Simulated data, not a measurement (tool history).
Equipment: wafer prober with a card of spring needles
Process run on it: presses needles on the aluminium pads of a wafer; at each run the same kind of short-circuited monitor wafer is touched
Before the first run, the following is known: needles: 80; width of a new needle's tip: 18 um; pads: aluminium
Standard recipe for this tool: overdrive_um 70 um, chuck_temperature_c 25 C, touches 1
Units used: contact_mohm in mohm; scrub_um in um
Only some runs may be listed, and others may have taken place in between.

| run | day | overdrive_um | chuck_temperature_c | touches | contact_mohm | scrub_um |
|---|---|---|---|---|---|---|
| 1 | 0 | 70 | 25 | 1 | 255 | 13.91 |
| 2 | 0.462 | 70 | 25 | 1 | 255 | 13.87 |
| 3 | 1.121 | 61 | 25 | 1 | 253 | 12.13 |
| 4 | 1.646 | 57 | 25 | 1 | 252 | 11.41 |
| 5 | 2.342 | 70 | 25 | 1 | 253 | 13.94 |
| 6 | 2.688 | 61 | 25 | 1 | 255 | 12.1 |
| 7 | 3.425 | 61 | 25 | 1 | 251 | 12.11 |
| 8 | 3.883 | 56 | 25 | 1 | 253 | 11.07 |
| 9 | 4.329 | 70 | 25 | 1 | 251 | 13.87 |
| 10 | 5.062 | 70 | 25 | 1 | 252 | 13.97 |
| 11 | 5.496 | 70 | 25 | 1 | 247 | 13.86 |
| 12 | 6.104 | 70 | 25 | 1 | 249 | 14.04 |
| 13 | 6.758 | 70 | 25 | 1 | 249 | 13.77 |
| 14 | 7.525 | 70 | 25 | 1 | 254 | 13.94 |
| 15 | 8.196 | 70 | 25 | 1 | 253 | 13.86 |
| 16 | 8.675 | 70 | 25 | 2 | 255 | 14 |
| 17 | 9.338 | 70 | 88 | 2 | 270 | 13.83 |
| 18 | 9.983 | 63 | 25 | 1 | 252 | 12.57 |
| 19 | 10.571 | 63 | 25 | 1 | 259 | 12.53 |
| 20 | 11.058 | 51 | 25 | 1 | 256 | 10.19 |
| 21 | 11.408 | 51 | 25 | 1 | 258 | 10.18 |
| 22 | 12.171 | 70 | 29 | 2 | 250 | 13.79 |
| 23 | 12.646 | 70 | 29 | 2 | 254 | 13.87 |
| 24 | 13.242 | 70 | 43 | 2 | 258 | 13.91 |
| 25 | 13.792 | 70 | 43 | 2 | 256 | 13.93 |
| 26 | 14.383 | 53 | 39 | 2 | 257 | 10.62 |
| 27 | 15.054 | 52 | 107 | 2 | 278 | 10.31 |
| 28 | 15.642 | 52 | 107 | 2 | 277 | 10.41 |
| 29 | 16.258 | 52 | 107 | 2 | 280 | 10.32 |
| 30 | 16.842 | 87 | 43 | 2 | 257 | 17.22 |
| 31 | 17.167 | 70 | 88 | 1 | 269 | 13.82 |

Taken out of this log: 48 entries between the listed runs. Where each belongs, and how the hidden state differs across it:
Run 1 -> run 2: tips cleaned on abrasive film (day 0.242)
  debris on the tips, nm: 0.2 -> 0.5; way that the needles fall short of the set height, um: 0.03 -> 0.04
Run 2 -> run 3: tips cleaned on abrasive film (day 0.592); tips cleaned on abrasive film (day 0.975)
  debris on the tips, nm: 0.5 -> 0.3
Run 3 -> run 4: tips cleaned on abrasive film (day 1.329)
  debris on the tips, nm: 0.3 -> 0.6
Run 4 -> run 5: tips cleaned on abrasive film (day 1.692); tips cleaned on abrasive film (day 2.058)
  debris on the tips, nm: 0.6 -> 0.5
Run 5 -> run 6: tips cleaned on abrasive film (day 2.396)
  debris on the tips, nm: 0.5 -> 0.6
Run 6 -> run 7: tips cleaned on abrasive film (day 2.746); tips cleaned on abrasive film (day 3.108)
  both runs share identical hidden conditions
Run 7 -> run 8: tips cleaned on abrasive film (day 3.471); tips cleaned on abrasive film (day 3.846)
  debris on the tips, nm: 0.6 -> 0.1
Run 8 -> run 9: tips cleaned on abrasive film (day 4.188)
  debris on the tips, nm: 0.1 -> 0.3
Run 9 -> run 10: tips cleaned on abrasive film (day 4.542); tips cleaned on abrasive film (day 4.883)
  debris on the tips, nm: 0.3 -> 0.4
Run 10 -> run 11: tips cleaned on abrasive film (day 5.242)
  debris on the tips, nm: 0.4 -> 0.5; tips' diameter, um: 18.01 -> 18.02
Run 11 -> run 12: tips cleaned on abrasive film (day 5.612); tips cleaned on abrasive film (day 5.971)
  debris on the tips, nm: 0.5 -> 0.3
Run 12 -> run 13: height of the first contact set anew (day 6.225); tips cleaned on abrasive film (day 6.338); tips cleaned on abrasive film (day 6.704)
  debris on the tips, nm: 0.3 -> 0.2; way that the needles fall short of the set height, um: 0.04 -> 0
Run 13 -> run 14: tips cleaned on abrasive film (day 7.042); tips cleaned on abrasive film (day 7.375)
  debris on the tips, nm: 0.2 -> 0.3
Run 14 -> run 15: tips cleaned on abrasive film (day 7.721); tips cleaned on abrasive film (day 8.079)
  both runs share identical hidden conditions
Run 15 -> run 16: tips cleaned on abrasive film (day 8.45)
  debris on the tips, nm: 0.3 -> 0.4
Run 16 -> run 17: tips cleaned on abrasive film (day 8.8); tips cleaned on abrasive film (day 9.162)
  both runs share identical hidden conditions
Run 17 -> run 18: tips cleaned on abrasive film (day 9.508); tips cleaned on abrasive film (day 9.875)
  debris on the tips, nm: 0.4 -> 0.3; way that the needles fall short of the set height, um: 0 -> 0.01
Run 18 -> run 19: tips cleaned on abrasive film (day 10.242)
  debris on the tips, nm: 0.3 -> 0.6
Run 19 -> run 20: tips cleaned on abrasive film (day 10.604); tips cleaned on abrasive film (day 10.942)
  debris on the tips, nm: 0.6 -> 0.3
Run 20 -> run 21: tips cleaned on abrasive film (day 11.325)
  debris on the tips, nm: 0.3 -> 0.2
Run 21 -> run 22: tips cleaned on abrasive film (day 11.704); tips cleaned on abrasive film (day 12.058)
  debris on the tips, nm: 0.2 -> 0.3
Run 22 -> run 23: tips cleaned on abrasive film (day 12.433)
  debris on the tips, nm: 0.3 -> 0.4
Run 23 -> run 24: tips cleaned on abrasive film (day 12.775); tips cleaned on abrasive film (day 13.121)
  debris on the tips, nm: 0.4 -> 0.3
Run 24 -> run 25: tips cleaned on abrasive film (day 13.504)
  debris on the tips, nm: 0.3 -> 0.5
Run 25 -> run 26: tips cleaned on abrasive film (day 13.896); tips cleaned on abrasive film (day 14.262)
  debris on the tips, nm: 0.5 -> 0.3
Run 26 -> run 27: tips cleaned on abrasive film (day 14.608); tips cleaned on abrasive film (day 14.954)
  debris on the tips, nm: 0.3 -> 0.2
Run 27 -> run 28: tips cleaned on abrasive film (day 15.342)
  debris on the tips, nm: 0.2 -> 0.6
Run 28 -> run 29: tips cleaned on abrasive film (day 15.7); tips cleaned on abrasive film (day 16.083)
  debris on the tips, nm: 0.6 -> 0.4; way that the needles fall short of the set height, um: 0.01 -> 0.02
Run 29 -> run 30: tips cleaned on abrasive film (day 16.462); tips cleaned on abrasive film (day 16.842)
  debris on the tips, nm: 0.4 -> 0
